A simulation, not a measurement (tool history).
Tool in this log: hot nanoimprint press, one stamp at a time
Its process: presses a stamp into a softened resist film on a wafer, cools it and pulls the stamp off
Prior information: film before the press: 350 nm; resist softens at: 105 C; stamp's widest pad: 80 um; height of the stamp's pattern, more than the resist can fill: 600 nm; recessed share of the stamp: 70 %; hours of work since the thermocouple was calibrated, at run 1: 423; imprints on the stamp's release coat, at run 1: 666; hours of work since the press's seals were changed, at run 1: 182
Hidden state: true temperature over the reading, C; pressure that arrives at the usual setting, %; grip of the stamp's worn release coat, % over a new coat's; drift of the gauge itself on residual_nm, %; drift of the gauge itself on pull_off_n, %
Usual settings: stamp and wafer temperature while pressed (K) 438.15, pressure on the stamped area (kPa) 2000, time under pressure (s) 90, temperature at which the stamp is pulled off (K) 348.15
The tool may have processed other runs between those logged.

| run | hour | stamp and wafer temperature while pressed (K) | pressure on the stamped area (kPa) | time under pressure (s) | temperature at which the stamp is pulled off (K) | hours of work since the thermocouple was calibrated | imprints on the stamp's release coat | hours of work since the press's seals were changed | resist left under the stamp's widest pad (angstrom) | greatest force while the stamp is pulled off (N) |
|---|---|---|---|---|---|---|---|---|---|---|
| 1 | 0.0 | 438.15 | 2000 | 90 | 348.15 | 423 | 666 | 182 | 1593 | 134 |
| 2 | 8.3 | 438.15 | 2000 | 90 | 348.15 | 428 | 694 | 187 | 1594 | 137 |
|  | 15.7 | stamp cleaned and given a new release coat |
| 3 | 22.9 | 438.15 | 2000 | 97 | 348.15 | 433 | 24 | 192 | 1548 | 136 |
|  | 27.5 | plate thermocouple calibrated |
| 4 | 32.6 | 438.15 | 2000 | 97 | 348.15 | 3 | 47 | 196 | 1546 | 134 |
| 5 | 40.0 | 438.15 | 2000 | 97 | 348.15 | 7 | 71 | 201 | 1539 | 135 |
| 6 | 45.4 | 438.15 | 2850 | 97 | 348.15 | 11 | 90 | 204 | 1263 | 140 |
| 7 | 49.5 | 438.15 | 2000 | 90 | 350.15 | 13 | 104 | 206 | 1581 | 129 |
| 8 | 57.3 | 438.15 | 2000 | 90 | 350.15 | 18 | 130 | 211 | 1577 | 131 |
| 9 | 63.5 | 438.15 | 2000 | 90 | 350.15 | 21 | 151 | 215 | 1575 | 135 |
| 10 | 71.8 | 438.15 | 2000 | 90 | 350.15 | 26 | 179 | 220 | 1571 | 133 |
| 11 | 78.6 | 438.15 | 2000 | 90 | 352.15 | 30 | 202 | 223 | 1570 | 127 |
| 12 | 84.7 | 438.15 | 2000 | 164 | 348.15 | 34 | 222 | 227 | 1277 | 136 |
| 13 | 91.8 | 430.15 | 2000 | 90 | 348.15 | 38 | 246 | 231 | 1981 | 136 |
| 14 | 96.8 | 430.15 | 2000 | 90 | 348.15 | 41 | 263 | 234 | 1977 | 135 |
| 15 | 101.9 | 430.15 | 2000 | 90 | 348.15 | 44 | 280 | 237 | 1977 | 135 |
| 16 | 108.2 | 438.15 | 2000 | 163 | 348.15 | 48 | 302 | 241 | 1271 | 136 |
|  | 108.8 | gauge calibrated |
| 17 | 115.5 | 438.15 | 2000 | 163 | 348.15 | 52 | 326 | 245 | 1305 | 138 |
| 18 | 124.6 | 438.15 | 2000 | 163 | 348.15 | 57 | 357 | 251 | 1294 | 135 |
| 19 | 133.8 | 438.15 | 2000 | 129 | 348.15 | 63 | 388 | 256 | 1404 | 135 |
| 20 | 141.4 | 438.15 | 2000 | 129 | 348.15 | 67 | 414 | 261 | 1398 | 136 |
| 21 | 148.2 | 445.15 | 2000 | 90 | 340.15 | 71 | 437 | 265 | 1294 | 154 |
| 22 | 154.7 | 445.15 | 2000 | 90 | 340.15 | 75 | 458 | 268 | 1295 | 155 |
| 23 | 161.2 | 445.15 | 2000 | 90 | 340.15 | 79 | 480 | 272 | 1289 | 156 |
| 24 | 166.8 | 445.15 | 2000 | 90 | 340.15 | 82 | 499 | 276 | 1287 | 152 |
| 25 | 174.4 | 445.15 | 2930 | 90 | 340.15 | 87 | 525 | 280 | 1023 | 153 |
| 26 | 178.4 | 445.15 | 2930 | 90 | 340.15 | 89 | 538 | 282 | 1021 | 153 |
| 27 | 187.0 | 445.15 | 2000 | 52 | 338.15 | 94 | 568 | 287 | 1545 | 161 |
| 28 | 193.6 | 440.15 | 3180 | 59 | 343.15 | 98 | 590 | 291 | 1304 | 148 |
| 29 | 199.2 | 438.15 | 2000 | 133 | 338.15 | 101 | 609 | 295 | 1363 | 160 |

Here are 4 independent what-if runs from the current tool condition. What would each one return?
| A | 205.7 | 438.15 | 2000 | 133 | 348.15 | 105 | 630 | 298 | ? | ? |
| B | 205.7 | 438.15 | 2000 | 59 | 348.15 | 105 | 630 | 298 | ? | ? |
| C | 205.7 | 444.15 | 2270 | 133 | 338.15 | 105 | 630 | 298 | ? | ? |
| D | 205.7 | 438.15 | 2030 | 133 | 338.15 | 105 | 630 | 298 | ? | ? |

| run | resist left under the stamp's widest pad (angstrom) | greatest force while the stamp is pulled off (N) |
|---|---|---|
| A | 1369 | 137 |
| B | 1783 | 134 |
| C | 1062 | 160 |
| D | 1353 | 156 |
Without the tool's unlogged condition, the same runs would have read:
| run | resist left under the stamp's widest pad (angstrom) | greatest force while the stamp is pulled off (N) |
|---|---|---|
| A | 1402 | 137 |
| B | 1827 | 134 |
| C | 1088 | 160 |
| D | 1386 | 156 |

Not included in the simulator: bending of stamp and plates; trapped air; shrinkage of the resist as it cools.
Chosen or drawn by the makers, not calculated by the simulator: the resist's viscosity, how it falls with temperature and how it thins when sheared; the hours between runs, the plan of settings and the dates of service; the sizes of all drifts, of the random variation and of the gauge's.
